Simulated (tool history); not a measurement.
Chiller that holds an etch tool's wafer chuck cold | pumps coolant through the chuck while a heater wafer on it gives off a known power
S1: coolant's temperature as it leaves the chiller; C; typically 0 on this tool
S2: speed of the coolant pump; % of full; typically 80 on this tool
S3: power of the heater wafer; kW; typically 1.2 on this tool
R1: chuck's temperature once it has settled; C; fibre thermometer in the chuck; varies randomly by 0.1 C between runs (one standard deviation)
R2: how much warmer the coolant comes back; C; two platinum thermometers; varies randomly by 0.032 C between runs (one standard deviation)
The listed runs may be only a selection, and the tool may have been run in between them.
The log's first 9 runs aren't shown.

Run 10, hour 330.1: usual settings. Result: R1 11.4 C, R2 3.91 C.
Run 11, hour 355.4: usual settings but S3 0.625 kW. Result: R1 5.9 C, R2 2.05 C.
Run 12, hour 379.7: usual settings but S3 0.625 kW. Result: R1 5.7 C, R2 2.01 C.
Run 13, hour 427.9: usual settings but S3 0.625 kW. Result: R1 5.9 C, R2 2.02 C.
Run 14, hour 468.1: usual settings but S3 0.625 kW. Result: R1 6 C, R2 2.06 C.
At hour 501.9: coolant changed, channels flushed.
Run 15, hour 517.5: usual settings but S3 0.625 kW. Result: R1 6.1 C, R2 2.01 C.
Run 16, hour 551.4: usual settings but S3 0.625 kW. Result: R1 6 C, R2 2.08 C.
Run 17, hour 590: usual settings but S1 -1 C. Result: R1 10.3 C, R2 3.92 C.
Run 18, hour 614.1: usual settings but S1 -1 C. Result: R1 10.2 C, R2 3.93 C.
Run 19, hour 651.7: usual settings but S1 3 C, S2 99 % of full, S3 0.781 kW. Result: R1 9.2 C, R2 1.99 C.
Run 20, hour 692: usual settings but S1 3 C, S2 99 % of full, S3 0.781 kW. Result: R1 9.2 C, R2 2.02 C.
Run 21, hour 723.8: usual settings but S2 75 % of full, S3 0.883 kW. Result: R1 8.7 C, R2 3.05 C.
Run 22, hour 758.2: usual settings but S1 -3 C, S2 84 % of full, S3 0.796 kW. Result: R1 4.3 C, R2 2.49 C.
Run 23, hour 800.3: usual settings but S1 -3 C, S2 84 % of full, S3 0.796 kW. Result: R1 4.3 C, R2 2.49 C.
Run 24, hour 834: usual settings but S2 83 % of full, S3 1.278 kW. Result: R1 11.7 C, R2 3.97 C.
Run 25, hour 872.1: usual settings but S2 92 % of full, S3 1.079 kW. Result: R1 8.8 C, R2 3.02 C.
Run 26, hour 911.7: usual settings but S2 92 % of full, S3 1.199 kW. Result: R1 10 C, R2 3.31 C.
Run 27, hour 951.8: usual settings but S1 5 C, S2 84 % of full, S3 0.754 kW. Result: R1 12 C, R2 2.33 C.
Run 28, hour 990.9: usual settings but S1 5 C, S2 84 % of full, S3 0.754 kW. Result: R1 11.8 C, R2 2.32 C.
At hour 1024.1: chiller's thermometer calibrated.
Run 29, hour 1027.6: usual settings but S1 -9 C, S2 90 % of full, S3 0.605 kW. Result: R1 -3.8 C, R2 1.69 C.
Run 30, hour 1062.7: usual settings but S1 2 C. Result: R1 13.3 C, R2 3.98 C.
Run 31, hour 1109.3: usual settings but S3 0.749 kW. Result: R1 7.1 C, R2 2.44 C.

What if the next run were any one of these 3? Each begins from the tool's condition after run 31:
Run A, hour 1136.4: usual settings but S1 8 C, S2 93 % of full, S3 0.672 kW. Result: R1 ?, R2 ?.
Run B, hour 1136.4: usual settings but S2 73 % of full, S3 0.807 kW. Result: R1 ?, R2 ?.
Run C, hour 1136.4: usual settings but S1 -1 C, S2 77 % of full, S3 1.662 kW. Result: R1 ?, R2 ?.

run    R1    R2
  A  13.5  1.86
  B   8.2   2.9
  C  15.4  5.62
The same runs, with their run-to-run variation unchanged, on a tool lacking any hidden condition would have given:
run    R1    R2
  A  13.5  1.86
  B   8.2   2.9
  C  15.4  5.62
